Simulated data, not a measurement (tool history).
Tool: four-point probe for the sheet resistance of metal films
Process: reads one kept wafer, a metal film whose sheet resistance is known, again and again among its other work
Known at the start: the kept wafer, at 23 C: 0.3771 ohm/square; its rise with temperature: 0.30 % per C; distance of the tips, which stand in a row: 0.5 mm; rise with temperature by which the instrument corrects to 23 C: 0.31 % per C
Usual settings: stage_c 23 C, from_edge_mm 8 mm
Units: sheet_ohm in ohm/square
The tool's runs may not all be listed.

{"run": 1, "hour": 0.0, "stage_c": 23, "from_edge_mm": 8, "sheet_ohm": 0.377806}
{"run": 2, "hour": 22.2, "stage_c": 21, "from_edge_mm": 8, "sheet_ohm": 0.377896}
{"run": 3, "hour": 37.3, "stage_c": 23, "from_edge_mm": 8, "sheet_ohm": 0.377737}
{"run": 4, "hour": 58.1, "stage_c": 23, "from_edge_mm": 8, "sheet_ohm": 0.377827}
{"run": 5, "hour": 70.5, "stage_c": 23, "from_edge_mm": 8, "sheet_ohm": 0.377764}
{"run": 6, "hour": 82.6, "stage_c": 23, "from_edge_mm": 8, "sheet_ohm": 0.377769}
{"run": 7, "hour": 107.7, "stage_c": 21, "from_edge_mm": 8, "sheet_ohm": 0.377751}
{"run": 8, "hour": 132.3, "stage_c": 21, "from_edge_mm": 9, "sheet_ohm": 0.377682}
{"run": 9, "hour": 152.4, "stage_c": 23, "from_edge_mm": 8, "sheet_ohm": 0.37764}
{"run": 10, "hour": 180.3, "stage_c": 32, "from_edge_mm": 8, "sheet_ohm": 0.377474}
{"run": 11, "hour": 205.9, "stage_c": 23, "from_edge_mm": 59, "sheet_ohm": 0.377079}
{"run": 12, "hour": 221.7, "stage_c": 23, "from_edge_mm": 59, "sheet_ohm": 0.376699}
{"run": 13, "hour": 240.6, "stage_c": 23, "from_edge_mm": 8, "sheet_ohm": 0.377465}
{"run": 14, "hour": 259.6, "stage_c": 21, "from_edge_mm": 8, "sheet_ohm": 0.377652}
{"run": 15, "hour": 271.9, "stage_c": 21, "from_edge_mm": 8, "sheet_ohm": 0.377741}
{"run": 16, "hour": 285.3, "stage_c": 21, "from_edge_mm": 8, "sheet_ohm": 0.37775}
{"run": 17, "hour": 309.9, "stage_c": 23, "from_edge_mm": 8, "sheet_ohm": 0.377567}
{"run": 18, "hour": 328.4, "stage_c": 23, "from_edge_mm": 8, "sheet_ohm": 0.377573}
{"run": 19, "hour": 344.5, "stage_c": 23, "from_edge_mm": 8, "sheet_ohm": 0.377603}
{"run": 20, "hour": 359.9, "stage_c": 23, "from_edge_mm": 8, "sheet_ohm": 0.377554}
{"run": 21, "hour": 383.3, "stage_c": 23, "from_edge_mm": 7, "sheet_ohm": 0.377667}
{"run": 22, "hour": 403.6, "stage_c": 25, "from_edge_mm": 8, "sheet_ohm": 0.377449}
{"run": 23, "hour": 421.6, "stage_c": 30, "from_edge_mm": 14, "sheet_ohm": 0.376706}
{"run": 24, "hour": 437.6, "stage_c": 31, "from_edge_mm": 21, "sheet_ohm": 0.376495}
{"run": 25, "hour": 450.6, "stage_c": 31, "from_edge_mm": 21, "sheet_ohm": 0.376601}
{"run": 26, "hour": 479.2, "stage_c": 35, "from_edge_mm": 19, "sheet_ohm": 0.376429}
{"run": 27, "hour": 498.6, "stage_c": 35, "from_edge_mm": 19, "sheet_ohm": 0.376441}
{"run": 28, "hour": 511.5, "stage_c": 35, "from_edge_mm": 19, "sheet_ohm": 0.376415}
{"run": 29, "hour": 526.5, "stage_c": 20, "from_edge_mm": 4, "sheet_ohm": 0.379921}
{"run": 30, "hour": 551.1, "stage_c": 28, "from_edge_mm": 61, "sheet_ohm": 0.376468}
{"run": 31, "hour": 564.4, "stage_c": 20, "from_edge_mm": 5, "sheet_ohm": 0.378599}
{"run": 32, "hour": 581.0, "stage_c": 19, "from_edge_mm": 15, "sheet_ohm": 0.376927}
{"run": 33, "hour": 597.4, "stage_c": 19, "from_edge_mm": 15, "sheet_ohm": 0.376941}
{"run": 34, "hour": 618.0, "stage_c": 26, "from_edge_mm": 36, "sheet_ohm": 0.376374}
{"run": 35, "hour": 646.7, "stage_c": 26, "from_edge_mm": 24, "sheet_ohm": 0.376459}
{"run": 36, "hour": 662.4, "stage_c": 20, "from_edge_mm": 27, "sheet_ohm": 0.37669}

Run 37 comes next. What will it give?
{"run": 37, "hour": 690.6, "stage_c": 20, "from_edge_mm": 27, "sheet_ohm": "?"}

Run 37 gave sheet_ohm 0.376552 ohm/square.
Without the tool's hidden state the same run would have given sheet_ohm 0.377191 ohm/square.

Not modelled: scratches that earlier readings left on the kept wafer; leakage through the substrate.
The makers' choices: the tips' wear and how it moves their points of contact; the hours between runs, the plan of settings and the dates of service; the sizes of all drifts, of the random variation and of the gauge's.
